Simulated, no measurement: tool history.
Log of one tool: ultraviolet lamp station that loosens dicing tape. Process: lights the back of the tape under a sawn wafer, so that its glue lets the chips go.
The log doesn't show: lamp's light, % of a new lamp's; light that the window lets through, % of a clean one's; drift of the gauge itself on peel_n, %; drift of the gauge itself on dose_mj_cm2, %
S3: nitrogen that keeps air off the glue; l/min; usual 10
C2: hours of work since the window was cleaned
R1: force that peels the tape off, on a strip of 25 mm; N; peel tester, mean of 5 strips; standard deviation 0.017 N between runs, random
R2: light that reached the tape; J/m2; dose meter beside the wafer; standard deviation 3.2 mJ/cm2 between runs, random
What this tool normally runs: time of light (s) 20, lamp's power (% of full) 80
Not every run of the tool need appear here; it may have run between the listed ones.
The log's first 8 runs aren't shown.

Run 9, hour 94.2: usual settings but lamp's power (% of full) 89; hours of work of the lamp 196; C2 447. Result: R1 1.007 N, R2 4550 J/m2.
Run 10, hour 103.5: usual settings; hours of work of the lamp 199; C2 451. Result: R1 1.265 N, R2 4100 J/m2.
At hour 117.5: window cleaned of glue's vapour.
Run 11, hour 117.9: usual settings; hours of work of the lamp 205; C2 0. Result: R1 0.902 N, R2 4810 J/m2.
Run 12, hour 127.0: usual settings; hours of work of the lamp 209; C2 4. Result: R1 0.889 N, R2 4800 J/m2.
Run 13, hour 138.8: usual settings; hours of work of the lamp 214; C2 9. Result: R1 0.852 N, R2 4790 J/m2.
Run 14, hour 151.4: usual settings; hours of work of the lamp 219; C2 14. Result: R1 0.868 N, R2 4770 J/m2.
Run 15, hour 159.8: usual settings; hours of work of the lamp 223; C2 18. Result: R1 0.893 N, R2 4760 J/m2.
Run 16, hour 174.5: usual settings; hours of work of the lamp 229; C2 24. Result: R1 0.845 N, R2 4790 J/m2.
Run 17, hour 181.9: usual settings; hours of work of the lamp 232; C2 27. Result: R1 0.867 N, R2 4820 J/m2.
Run 18, hour 197.9: usual settings; hours of work of the lamp 238; C2 33. Result: R1 0.880 N, R2 4750 J/m2.
Run 19, hour 212.3: usual settings but lamp's power (% of full) 60, S3 11 l/min; hours of work of the lamp 244; C2 39. Result: R1 1.579 N, R2 3580 J/m2.
Run 20, hour 223.0: usual settings but lamp's power (% of full) 60, S3 11 l/min; hours of work of the lamp 249; C2 44. Result: R1 1.580 N, R2 3560 J/m2.
Run 21, hour 230.7: usual settings but lamp's power (% of full) 99, S3 11 l/min; hours of work of the lamp 252; C2 47. Result: R1 0.509 N, R2 5820 J/m2.
Run 22, hour 239.9: usual settings but lamp's power (% of full) 99, S3 11 l/min; hours of work of the lamp 256; C2 51. Result: R1 0.491 N, R2 5820 J/m2.
Run 23, hour 251.3: usual settings but lamp's power (% of full) 99, S3 11 l/min; hours of work of the lamp 261; C2 56. Result: R1 0.479 N, R2 5790 J/m2.
Run 24, hour 267.1: usual settings but time of light (s) 13, lamp's power (% of full) 81, S3 18 l/min; hours of work of the lamp 267; C2 62. Result: R1 1.422 N, R2 3120 J/m2.
Run 25, hour 277.4: usual settings but S3 6 l/min; hours of work of the lamp 272; C2 66. Result: R1 1.478 N, R2 4700 J/m2.
Run 26, hour 291.3: usual settings but S3 6 l/min; hours of work of the lamp 277; C2 72. Result: R1 1.440 N, R2 4670 J/m2.
Run 27, hour 306.1: usual settings but S3 6 l/min; hours of work of the lamp 284; C2 78. Result: R1 1.498 N, R2 4650 J/m2.
Run 28, hour 316.6: usual settings but time of light (s) 23, lamp's power (% of full) 60, S3 4 l/min; hours of work of the lamp 288; C2 83. Result: R1 2.553 N, R2 3960 J/m2.
Run 29, hour 325.5: usual settings but time of light (s) 23, lamp's power (% of full) 60, S3 4 l/min; hours of work of the lamp 292; C2 87. Result: R1 2.617 N, R2 4020 J/m2.
Run 30, hour 332.7: usual settings but time of light (s) 23, lamp's power (% of full) 86, S3 4 l/min; hours of work of the lamp 295; C2 90. Result: R1 1.391 N, R2 5660 J/m2.
Run 31, hour 345.6: usual settings but time of light (s) 23, lamp's power (% of full) 87, S3 4 l/min; hours of work of the lamp 300; C2 95. Result: R1 1.333 N, R2 5720 J/m2.
Run 32, hour 360.0: usual settings but time of light (s) 23, lamp's power (% of full) 87, S3 4 l/min; hours of work of the lamp 306; C2 101. Result: R1 1.365 N, R2 5760 J/m2.

Here are 3 independent what-if runs from the current tool condition. What would each one return?
Run A, hour 375.6: usual settings but time of light (s) 26, lamp's power (% of full) 72, S3 4 l/min; hours of work of the lamp 312; C2 107. Result: R1 ?, R2 ?.
Run B, hour 375.6: usual settings but time of light (s) 27, lamp's power (% of full) 64, S3 9 l/min; hours of work of the lamp 312; C2 107. Result: R1 ?, R2 ?.
Run C, hour 375.6: usual settings but S3 6 l/min; hours of work of the lamp 312; C2 107. Result: R1 ?, R2 ?.

run     R1    R2
  A  1.536  5330
  B  0.889  4930
  C  1.503  4550
What these runs would have given with no unlogged condition in the tool:
run     R1    R2
  A  1.283  5840
  B  0.713  5400
  C  1.252  4980

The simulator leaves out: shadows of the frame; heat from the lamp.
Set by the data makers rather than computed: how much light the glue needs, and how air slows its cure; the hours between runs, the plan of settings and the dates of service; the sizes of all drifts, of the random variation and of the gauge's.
